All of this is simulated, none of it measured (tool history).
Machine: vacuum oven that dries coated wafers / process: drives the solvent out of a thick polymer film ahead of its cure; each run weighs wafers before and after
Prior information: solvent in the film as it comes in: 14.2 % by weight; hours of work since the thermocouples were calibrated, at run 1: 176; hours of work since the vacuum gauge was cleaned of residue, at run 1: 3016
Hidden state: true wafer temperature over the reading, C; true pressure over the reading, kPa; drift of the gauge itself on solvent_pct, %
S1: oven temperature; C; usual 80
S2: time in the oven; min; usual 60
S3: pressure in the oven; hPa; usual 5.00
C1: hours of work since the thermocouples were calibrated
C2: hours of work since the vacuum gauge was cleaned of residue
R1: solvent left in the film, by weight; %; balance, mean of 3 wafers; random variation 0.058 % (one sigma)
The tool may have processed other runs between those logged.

| run | day | S1 | S2 | S3 | C1 | C2 | R1 |
|---|---|---|---|---|---|---|---|
| 1 | 0.000 | 80 | 60 | 5.00 | 176 | 3016 | 3.60 |
| 2 | 4.583 | 80 | 60 | 5.00 | 245 | 3085 | 3.70 |
| 3 | 9.496 | 80 | 60 | 5.00 | 320 | 3160 | 3.72 |
| 4 | 12.258 | 80 | 60 | 5.00 | 362 | 3202 | 3.64 |
| 5 | 16.696 | 80 | 60 | 5.00 | 430 | 3270 | 3.74 |
| 6 | 20.912 | 80 | 60 | 5.00 | 494 | 3334 | 3.65 |
|  | 22.100 | vacuum gauge cleaned of residue and calibrated |
| 7 | 25.754 | 80 | 55 | 5.00 | 566 | 56 | 3.55 |
| 8 | 29.554 | 80 | 55 | 5.00 | 624 | 113 | 3.53 |
| 9 | 34.329 | 80 | 55 | 5.00 | 697 | 186 | 3.53 |
| 10 | 36.721 | 80 | 55 | 5.00 | 733 | 222 | 3.65 |
| 11 | 41.358 | 80 | 55 | 5.00 | 804 | 293 | 3.62 |
|  | 43.925 | oven's thermocouples calibrated |
| 12 | 46.446 | 80 | 60 | 5.00 | 38 | 369 | 3.44 |
| 13 | 49.788 | 80 | 92 | 5.00 | 89 | 420 | 1.94 |
| 14 | 54.050 | 70 | 60 | 5.00 | 154 | 485 | 6.12 |
| 15 | 58.217 | 67 | 60 | 5.00 | 217 | 548 | 6.93 |
| 16 | 61.658 | 67 | 40 | 13.91 | 270 | 600 | 9.24 |
|  | 62.708 | oven's thermocouples calibrated, once more |
| 17 | 64.579 | 67 | 49 | 9.50 | 28 | 643 | 7.85 |
| 18 | 68.229 | 67 | 49 | 9.50 | 84 | 699 | 7.90 |
| 19 | 70.429 | 88 | 49 | 8.65 | 117 | 732 | 2.52 |
| 20 | 73.008 | 95 | 69 | 8.65 | 157 | 772 | 0.89 |
| 21 | 75.962 | 68 | 69 | 8.65 | 202 | 817 | 6.29 |
| 22 | 80.146 | 68 | 69 | 8.65 | 265 | 880 | 6.49 |
| 23 | 83.700 | 68 | 69 | 8.65 | 319 | 934 | 6.47 |
| 24 | 88.654 | 80 | 64 | 5.00 | 395 | 1010 | 3.10 |
| 25 | 91.800 | 95 | 47 | 8.14 | 442 | 1057 | 1.53 |
| 26 | 96.267 | 95 | 47 | 8.14 | 510 | 1125 | 1.58 |
| 27 | 99.304 | 75 | 56 | 11.69 | 557 | 1172 | 5.69 |
| 28 | 102.700 | 76 | 92 | 3.66 | 608 | 1223 | 2.82 |
| 29 | 105.667 | 89 | 71 | 12.54 | 653 | 1268 | 1.96 |
| 30 | 109.717 | 89 | 71 | 12.54 | 715 | 1330 | 1.96 |

Some steps in R1 between neighbouring runs. How much of each would the tool show without its hidden state too (settings, what came in, random variation), and how much is left for the hidden state, with any gauge scatter that isn't in both results?
Run 6 -> 7: S2 60 -> 55, vacuum gauge cleaned of residue and calibrated. R1 -0.10 %: hidden state -0.61, all else +0.51.
Run 13 -> 14: S1 80 -> 70, S2 92 -> 60. R1 +4.18 %: hidden state +0.17, all else +4.01.
Run 16 -> 17: S2 40 -> 49, S3 13.91 -> 9.50, oven's thermocouples calibrated, once more. R1 -1.39 %: hidden state -0.27, all else -1.12.
Run 18 -> 19: S1 67 -> 88, S3 9.50 -> 8.65. R1 -5.38 %: hidden state -0.07, all else -5.31.
Run 20 -> 21: S1 95 -> 68. R1 +5.40 %: hidden state +0.25, all else +5.15.
Run 26 -> 27: S1 95 -> 75, S2 47 -> 56, S3 8.14 -> 11.69. R1 +4.11 %: hidden state +0.27, all else +3.84.

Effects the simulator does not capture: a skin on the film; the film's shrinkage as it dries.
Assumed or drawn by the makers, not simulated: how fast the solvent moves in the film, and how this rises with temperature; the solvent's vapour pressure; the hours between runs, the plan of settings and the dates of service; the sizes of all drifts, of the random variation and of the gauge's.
